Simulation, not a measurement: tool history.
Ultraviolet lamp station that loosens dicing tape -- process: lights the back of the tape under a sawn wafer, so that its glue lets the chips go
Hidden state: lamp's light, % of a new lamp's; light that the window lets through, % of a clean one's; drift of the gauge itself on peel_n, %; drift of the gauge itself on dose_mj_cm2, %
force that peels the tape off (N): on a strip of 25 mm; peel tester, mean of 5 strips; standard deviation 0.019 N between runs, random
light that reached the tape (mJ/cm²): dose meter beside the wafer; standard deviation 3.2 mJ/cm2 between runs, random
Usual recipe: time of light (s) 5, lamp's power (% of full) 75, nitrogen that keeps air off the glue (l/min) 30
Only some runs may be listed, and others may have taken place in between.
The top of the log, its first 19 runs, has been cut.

run    hour  time of light (s)  lamp's power (% of full)  nitrogen that keeps air off the glue (l/min)  hours of work of the lamp  hours of work since the window was cleaned  force that peels the tape off (N)  light that reached the tape (mJ/cm²)
      861.3  -- window cleaned of glue's vapour
 20   861.4                  5                        75                                            30                        458                                           0                              1.066                                   459
 21   914.2                  5                        99                                            30                        484                                          27                              0.628                                   593
 22   970.0                  5                        78                                            30                        513                                          55                              1.059                                   463
 23  1010.1                  5                        75                                            42                        533                                          75                              1.060                                   444
 24  1051.9                  5                        75                                            42                        554                                          96                              1.080                                   436
 25  1082.6                 10                        75                                            44                        569                                         111                              0.255                                   872
 26  1142.3                 10                        75                                            44                        599                                         141                              0.253                                   853
 27  1170.2                  8                        76                                            20                        613                                         156                              0.594                                   679
 28  1235.2                  8                        76                                            20                        646                                         188                              0.646                                   675
 29  1269.9                  9                        70                                            58                        664                                         206                              0.374                                   699
 30  1313.8                  5                        60                                            30                        686                                         228                              1.920                                   326
     1317.7  -- window cleaned of glue's vapour
 31  1343.6                  5                        60                                            24                        700                                          13                              1.968                                   351
 32  1387.4                  5                        60                                            24                        722                                          35                              1.953                                   341
 33  1418.8                  5                        78                                            17                        738                                          51                              1.583                                   437
 34  1480.4                  5                        75                                            23                        769                                          82                              1.477                                   420
 35  1521.5                  5                        75                                            23                        790                                         103                              1.489                                   412
 36  1579.8                  6                        91                                            15                        819                                         132                              0.941                                   590
 37  1618.5                  8                        79                                            44                        839                                         151                              0.411                                   680
 38  1648.2                  8                        79                                            44                        854                                         166                              0.432                                   672
 39  1704.2                  8                        84                                            10                        882                                         195                              0.866                                   701
 40  1746.4                  8                        99                                            47                        903                                         216                              0.269                                   805
     1773.2  -- window cleaned of glue's vapour
 41  1806.9                  8                        99                                            47                        933                                          17                              0.255                                   859
 42  1845.7                  8                        99                                            50                        953                                          37                              0.246                                   856

Branching from run 42: 3 alternative next runs. What would each branch give?
  A  1904.0                  8                        68                                            11                        982                                          66                                  ?                                     ?
  B  1904.0                  2                        84                                            45                        982                                          66                                  ?                                     ?
  C  1904.0                  8                        92                                            30                        982                                          66                                  ?                                     ?

run  force that peels the tape off (N)  light that reached the tape (mJ/cm²)
  A                              1.126                                   579
  B                              3.534                                   177
  C                              0.358                                   784
Without the tool's hidden state the same runs would have given:
run  force that peels the tape off (N)  light that reached the tape (mJ/cm²)
  A                              0.692                                   738
  B                              2.767                                   227
  C                              0.227                                  1000
